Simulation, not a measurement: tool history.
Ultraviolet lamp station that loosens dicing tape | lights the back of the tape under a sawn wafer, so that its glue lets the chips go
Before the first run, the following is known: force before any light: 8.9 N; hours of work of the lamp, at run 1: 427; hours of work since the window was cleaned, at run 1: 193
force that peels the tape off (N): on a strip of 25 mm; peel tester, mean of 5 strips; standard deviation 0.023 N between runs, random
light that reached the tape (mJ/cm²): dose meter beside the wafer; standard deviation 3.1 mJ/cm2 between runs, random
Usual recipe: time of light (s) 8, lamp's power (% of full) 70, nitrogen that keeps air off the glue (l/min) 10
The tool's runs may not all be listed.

run    hour  time of light (s)  lamp's power (% of full)  nitrogen that keeps air off the glue (l/min)  hours of work of the lamp  hours of work since the window was cleaned  force that peels the tape off (N)  light that reached the tape (mJ/cm²)
  1     0.0                  8                        70                                            10                        427                                         193                              1.413                                   405
  2    21.9                  8                        70                                            10                        438                                         203                              1.459                                   399
  3    51.6                  8                        70                                            10                        452                                         218                              1.446                                   399
  4    71.5                  8                        70                                            10                        461                                         227                              1.473                                   398
  5   106.5                  8                        70                                            10                        478                                         244                              1.561                                   396
  6   133.8                  8                        70                                            10                        491                                         257                              1.554                                   396
  7   173.9                  7                        70                                            10                        511                                         276                              1.914                                   342
  8   211.5                  8                        70                                            10                        529                                         294                              1.545                                   387
  9   229.7                  8                        70                                             4                        537                                         303                              2.410                                   381
 10   245.9                  8                        70                                            10                        545                                         311                              1.587                                   380
 11   276.1                  8                        70                                            10                        560                                         326                              1.518                                   379
 12   300.9                  8                        70                                            10                        572                                         337                              1.613                                   382
 13   338.5                  8                        70                                            10                        590                                         356                              1.601                                   379
 14   374.1                  8                        70                                            10                        607                                         373                              1.623                                   380
 15   397.7                  8                        70                                            10                        618                                         384                              1.686                                   374
      401.3  -- window cleaned of glue's vapour
 16   420.9                  8                        70                                            10                        629                                           9                              1.762                                   356
 17   445.6                  8                        70                                            20                        641                                          21                              1.369                                   358
 18   467.7                  8                        70                                            20                        651                                          32                              1.314                                   356
 19   485.1                  8                        70                                            10                        660                                          40                              1.786                                   350
      492.4  -- window cleaned of glue's vapour, once more
 20   502.6                  8                        70                                            10                        668                                           5                              1.355                                   420
 21   524.6                  8                        70                                            10                        678                                          15                              1.371                                   412
 22   547.8                  8                        70                                            10                        690                                          27                              1.399                                   411
 23   567.5                 11                        70                                            12                        699                                          36                              0.680                                   559
 24   607.0                 11                        67                                             4                        718                                          55                              1.516                                   536
 25   630.5                 13                        67                                             4                        729                                          66                              1.126                                   626
 26   666.4                 13                        67                                             4                        747                                          84                              1.135                                   624
 27   698.1                 11                        67                                             4                        762                                          99                              1.528                                   516
 28   738.0                  4                        85                                             4                        781                                         118                              4.009                                   242
 29   767.6                  9                        68                                            17                        795                                         132                              1.017                                   423
 30   787.6                  9                       100                                             4                        805                                         142                              1.088                                   624
 31   819.5                  9                       100                                             4                        820                                         157                              1.122                                   624
 32   852.9                  8                        70                                            10                        836                                         173                              1.657                                   385
 33   873.9                  8                        70                                            10                        846                                         183                              1.579                                   383
 34   909.9                 10                        70                                             4                        863                                         200                              1.888                                   478
 35   927.3                 10                        88                                            17                        872                                         209                              0.483                                   598
 36   950.7                 10                        88                                            17                        883                                         220                              0.474                                   591
 37   972.2                 10                        88                                            17                        893                                         230                              0.492                                   586
 38  1004.4                 11                        70                                            10                        909                                         246                              0.874                                   517
 39  1034.5                  9                        97                                             6                        923                                         260                              0.983                                   576

Run 40 comes next. What will it give?
 40  1056.4                 12                        86                                            10                        934                                         271                                  ?                                     ?

force that peels the tape off (N): 0.462
light that reached the tape (mJ/cm²): 678
Take away the tool's hidden state, keep the run-to-run variation as it was, and the same run would have given force that peels the tape off (N) 0.249, light that reached the tape (mJ/cm²) 854.
